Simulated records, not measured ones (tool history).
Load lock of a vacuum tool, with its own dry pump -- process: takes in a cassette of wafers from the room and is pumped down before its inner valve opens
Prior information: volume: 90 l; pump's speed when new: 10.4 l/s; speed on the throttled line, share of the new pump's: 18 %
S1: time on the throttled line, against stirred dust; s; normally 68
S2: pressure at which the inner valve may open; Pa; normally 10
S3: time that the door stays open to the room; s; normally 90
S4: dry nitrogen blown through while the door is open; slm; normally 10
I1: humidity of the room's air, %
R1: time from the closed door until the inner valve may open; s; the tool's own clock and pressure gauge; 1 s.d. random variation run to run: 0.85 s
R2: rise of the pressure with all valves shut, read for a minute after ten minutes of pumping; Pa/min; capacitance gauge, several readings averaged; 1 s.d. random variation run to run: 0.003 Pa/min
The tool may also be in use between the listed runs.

run 1 hour=0 | S1=68 S2=10 S3=90 S4=10 | I1=44.3 | R1=137.8 R2=0.474
run 2 hour=352.5 | S1=68 S2=10 S3=131 S4=10 | I1=47.4 | R1=137.4 R2=0.497
run 3 hour=735.8 | S1=68 S2=10 S3=49 S4=10 | I1=39.4 | R1=137.1 R2=0.485
run 4 hour=1140 | S1=68 S2=10 S3=49 S4=10 | I1=44.5 | R1=137.2 R2=0.498
run 5 hour=1464.9 | S1=68 S2=10 S3=49 S4=10 | I1=46.5 | R1=138 R2=0.515
run 6 hour=1747.5 | S1=61 S2=10 S3=90 S4=10 | I1=45.9 | R1=131.7 R2=0.532
run 7 hour=2212.3 | S1=61 S2=10 S3=90 S4=10 | I1=47.5 | R1=134.3 R2=0.56
run 8 hour=2586.7 | S1=66 S2=10 S3=90 S4=10 | I1=45.3 | R1=137.4 R2=0.565
run 9 hour=2841.1 | S1=66 S2=10 S3=90 S4=10 | I1=45.3 | R1=137 R2=0.575
run 10 hour=3367.3 | S1=68 S2=10 S3=90 S4=10 | I1=45.9 | R1=138.8 R2=0.6
run 11 hour=3823.6 | S1=68 S2=10 S3=90 S4=12 | I1=45.1 | R1=140.5 R2=0.045
run 12 hour=4260.4 | S1=39 S2=10 S3=90 S4=10 | I1=44.3 | R1=116.4 R2=0.038
run 13 hour=4487.7 | S1=68 S2=10 S3=44 S4=10 | I1=47.2 | R1=140.8 R2=0.04
run 14 hour=4905.8 | S1=68 S2=10 S3=44 S4=10 | I1=46.6 | R1=142.2 R2=0.044
run 15 hour=5398.7 | S1=68 S2=10 S3=90 S4=10 | I1=46 | R1=141.5 R2=0.055
run 16 hour=5783.9 | S1=68 S2=10 S3=90 S4=10 | I1=46.4 | R1=140.8 R2=0.058
run 17 hour=6129.7 | S1=68 S2=10 S3=90 S4=10 | I1=44.8 | R1=140.9 R2=0.06
run 18 hour=6364.2 | S1=68 S2=16 S3=90 S4=10 | I1=47.2 | R1=137 R2=0.062
run 19 hour=6674.5 | S1=54 S2=14 S3=90 S4=37 | I1=45.6 | R1=127.8 R2=0.045
run 20 hour=7194.6 | S1=54 S2=14 S3=90 S4=10 | I1=45.1 | R1=128.4 R2=0.074
run 21 hour=7666.8 | S1=68 S2=10 S3=90 S4=12 | I1=44.8 | R1=144.4 R2=0.07
run 22 hour=8196.1 | S1=68 S2=18 S3=104 S4=10 | I1=47.3 | R1=130.8 R2=0.081
run 23 hour=8565.4 | S1=95 S2=10 S3=73 S4=37 | I1=44.9 | R1=160.5 R2=0.064
run 24 hour=9064.1 | S1=68 S2=10 S3=90 S4=11 | I1=45.4 | R1=138.1 R2=0.088
run 25 hour=9589 | S1=68 S2=10 S3=90 S4=11 | I1=47.1 | R1=137.6 R2=0.098
run 26 hour=9847.1 | S1=47 S2=12 S3=90 S4=10 | I1=45.8 | R1=118.4 R2=0.103
run 27 hour=10085.8 | S1=117 S2=10 S3=40 S4=10 | I1=45.2 | R1=177.5 R2=0.094
run 28 hour=10606.2 | S1=68 S2=16 S3=50 S4=10 | I1=47.4 | R1=135.2 R2=0.113
run 29 hour=10843.1 | S1=49 S2=12 S3=37 S4=44 | I1=45.8 | R1=120.9 R2=0.09
run 30 hour=11397.2 | S1=68 S2=10 S3=229 S4=45 | I1=45.7 | R1=138.7 R2=0.108
run 31 hour=11841 | S1=68 S2=8 S3=90 S4=28 | I1=46.8 | R1=142.7 R2=0.114
run 32 hour=12373 | S1=68 S2=18 S3=30 S4=8 | I1=46.5 | R1=135.4 R2=0.128
run 33 hour=12645.2 | S1=68 S2=7 S3=90 S4=10 | I1=43.5 | R1=143.4 R2=0.14
run 34 hour=13038.8 | S1=68 S2=7 S3=90 S4=10 | I1=47.3 | R1=143.9 R2=0.153
run 35 hour=13507.7 | S1=68 S2=7 S3=90 S4=10 | I1=41.4 | R1=145.1 R2=0.152
run 36 hour=13944.5 | S1=68 S2=7 S3=37 S4=14 | I1=44 | R1=144.8 R2=0.153

Withheld: 2 entries from between the runs. Position of each, and hidden state at the listed run before versus the listed run after:
Run 10 -> run 11: door's seal changed, seat wiped (hour 3823.6)
  pump's speed, % of a new pump's: 95.1 -> 94.6; leak at the door's seal, Pa l/s: 0.8304 -> 0.002
  measured minus no-state result, R1: +3.5 -> +3.9 s; R2: +0.559 -> +0 Pa/min
Run 21 -> run 22: dry pump taken out, an overhauled one fitted (hour 7941.7)
  pump's speed, % of a new pump's: 90.4 -> 99; leak at the door's seal, Pa l/s: 0.0531 -> 0.0611
  measured minus no-state result, R1: +7.2 -> +0.8 s; R2: +0.033 -> +0.04 Pa/min

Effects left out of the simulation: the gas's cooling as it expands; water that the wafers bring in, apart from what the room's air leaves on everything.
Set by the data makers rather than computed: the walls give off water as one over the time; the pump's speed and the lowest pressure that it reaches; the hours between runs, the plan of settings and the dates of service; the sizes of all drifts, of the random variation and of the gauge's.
